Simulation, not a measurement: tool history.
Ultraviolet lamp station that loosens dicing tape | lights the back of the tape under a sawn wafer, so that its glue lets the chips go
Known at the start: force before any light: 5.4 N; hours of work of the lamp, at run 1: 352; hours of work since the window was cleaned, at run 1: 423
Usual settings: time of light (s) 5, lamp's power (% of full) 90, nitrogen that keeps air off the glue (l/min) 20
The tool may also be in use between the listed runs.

run,hour,time of light (s),lamp's power (% of full),nitrogen that keeps air off the glue (l/min),hours of work of the lamp,hours of work since the window was cleaned,force that peels the tape off (N),light that reached the tape (J/m2)
1,0,5,90,20,352,423,0.333,4580
2,7.2,5,90,20,357,428,0.34,4530
3,14.7,5,90,20,362,433,0.33,4550
4,23.8,5,90,20,368,438,0.345,4560
5,36,5,90,20,376,447,0.343,4550
6,44.7,5,90,11,382,452,0.584,4550
7,58.5,5,90,38,391,461,0.202,4550
8,69,3,90,20,397,468,0.962,2730
9,83.2,3,90,20,407,477,0.967,2740
10,89.4,5,87,20,411,481,0.388,4370
11,101.7,3,90,20,419,489,1.005,2700
12,111.4,5,71,20,425,496,0.571,3550
13,121.5,4,90,20,432,502,0.542,3650
14,129.9,5,90,20,437,508,0.34,4580
15,137.1,5,90,9,442,512,0.637,4540
16,148.3,5,90,9,449,520,0.663,4600
17,158.1,5,69,9,456,526,1.063,3500
# hour 163.5: window cleaned of glue's vapour
18,171.7,5,73,20,464,5,0.523,3690
19,178.8,5,90,11,469,10,0.573,4530
20,192.7,5,86,20,478,19,0.374,4360
21,199.7,5,90,20,482,24,0.34,4550
22,209.5,4,90,20,489,30,0.573,3640
23,221.9,4,90,13,497,38,0.765,3670
24,228.6,4,90,13,501,43,0.774,3670
25,242.5,7,90,20,510,52,0.141,6430
26,256,2,90,20,519,60,1.726,1830
27,261.8,2,90,20,523,64,1.732,1840
28,275,6,81,25,532,73,0.218,4940
29,284.9,3,65,18,538,79,1.615,1940
30,293.8,2,71,14,544,85,2.422,1430
31,299.5,5,74,20,548,89,0.523,3800
32,310.5,4,81,7,555,96,1.348,3310
33,318.5,4,81,7,560,101,1.382,3270
34,329.7,4,90,39,567,108,0.344,3630
35,338,5,88,13,573,114,0.519,4480
36,349.3,5,88,13,580,121,0.523,4450
37,361.5,3,74,16,588,129,1.485,2240
38,373.3,3,74,16,596,137,1.46,2260
39,386.5,3,74,16,604,146,1.462,2250
40,399.5,3,87,16,613,154,1.187,2630
41,412.8,8,87,16,622,163,0.146,6980
42,425.3,5,79,37,630,171,0.282,3980
43,433.9,5,79,37,635,177,0.295,3970
44,442.7,5,79,37,641,182,0.288,3970

3 ways to go on from here, each from the tool as it stands after run 44. What would each give?
A,448.6,6,72,12,645,186,?,?
B,448.6,6,63,30,645,186,?,?
C,448.6,5,76,7,645,186,?,?

run,force that peels the tape off (N),light that reached the tape (J/m2)
A,0.574,4360
B,0.356,3820
C,1.124,3870
Without the tool's hidden state the same runs would have given:
run,force that peels the tape off (N),light that reached the tape (J/m2)
A,0.571,4370
B,0.354,3830
C,1.119,3880
